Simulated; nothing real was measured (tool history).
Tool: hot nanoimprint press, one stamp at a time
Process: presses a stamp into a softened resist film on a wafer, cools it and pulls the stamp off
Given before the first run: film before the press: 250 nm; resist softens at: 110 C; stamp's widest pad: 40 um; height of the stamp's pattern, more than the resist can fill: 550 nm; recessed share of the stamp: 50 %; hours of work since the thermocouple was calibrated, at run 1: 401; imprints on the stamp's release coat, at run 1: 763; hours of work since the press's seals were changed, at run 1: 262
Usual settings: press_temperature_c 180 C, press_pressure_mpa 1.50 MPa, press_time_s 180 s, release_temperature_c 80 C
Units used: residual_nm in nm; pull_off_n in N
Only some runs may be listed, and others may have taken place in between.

run   hour  press_temperature_c  press_pressure_mpa  press_time_s  release_temperature_c  hours of work since the thermocouple was calibrated  imprints on the stamp's release coat  hours of work since the press's seals were changed  residual_nm  pull_off_n
  1    0.0                  180                1.50           180                     80                                                  401                                   763                                                 262        140.5         159
  2    9.6                  180                1.50           180                     80                                                  406                                   794                                                 267        140.7         159
  3   19.3                  180                1.50           106                     80                                                  412                                   827                                                 273        161.5         169
  4   25.1                  180                1.50           106                     80                                                  415                                   846                                                 276        162.2         169
      30.6  -- plate thermocouple calibrated
  5   34.2                  180                1.50           106                     80                                                    2                                   867                                                 280        167.5         168
  6   44.9                  180                1.50           106                     80                                                    8                                   902                                                 286        167.5         168
  7   58.3                  180                1.12           180                     80                                                   16                                   947                                                 293        167.2         173
  8   67.2                  180                1.12           180                     80                                                   21                                   976                                                 298        167.3         175
  9   77.0                  180                1.12           180                     80                                                   26                                  1009                                                 304        167.0         178
 10   85.0                  180                1.12           180                     80                                                   31                                  1036                                                 308        167.2         179
 11   92.3                  168                1.50           180                     80                                                   35                                  1060                                                 312        205.5         174
 12  104.6                  168                1.50           180                     80                                                   42                                  1101                                                 319        205.6         182
 13  110.4                  168                1.50           180                     80                                                   45                                  1120                                                 323        205.8         176
 14  116.3                  168                1.50           180                     80                                                   48                                  1140                                                 326        205.8         180
 15  123.4                  187                1.50           305                     77                                                   52                                  1163                                                 330         96.8         192
 16  134.4                  180                1.95           180                     70                                                   58                                  1200                                                 336        127.8         216
 17  142.2                  180                2.38           230                     82                                                   63                                  1226                                                 341        105.9         179
 18  152.2                  180                2.38           230                     82                                                   69                                  1259                                                 346        105.8         186
 19  158.6                  172                2.38           230                     85                                                   72                                  1280                                                 350        144.2         169
 20  167.0                  177                1.59            95                     84                                                   77                                  1308                                                 354        182.0         172
 21  180.0                  177                1.59            95                     84                                                   84                                  1352                                                 362        181.7         174
 22  189.2                  174                1.50            99                     80                                                   89                                  1382                                                 367        198.4         189
 23  199.2                  171                1.50           110                     80                                                   95                                  1416                                                 373        207.6         195
 24  210.1                  171                1.50           125                     80                                                  101                                  1452                                                 379        203.5         193
 25  219.0                  179                1.45           294                     80                                                  106                                  1482                                                 384        133.1         193
 26  229.3                  175                1.10           180                     80                                                  112                                  1516                                                 390        191.9         200
 27  235.2                  192                2.00           329                     72                                                  115                                  1536                                                 393         66.4         223

Hidden condition of the tool, last listed run before each entry between runs versus first listed run after:
Between runs 4 and 5: plate thermocouple calibrated (hour 30.6)
  true temperature over the reading, C: 1.05 -> -0.08; pressure that arrives at the usual setting, %: 98.05 -> 98.03; grip of the stamp's worn release coat, % over a new coat's: 23.1 -> 23.7
  difference, measured minus the result without the unlogged condition, residual_nm: -3.7 -> +1.9 nm; pull_off_n: +29 -> +32 N
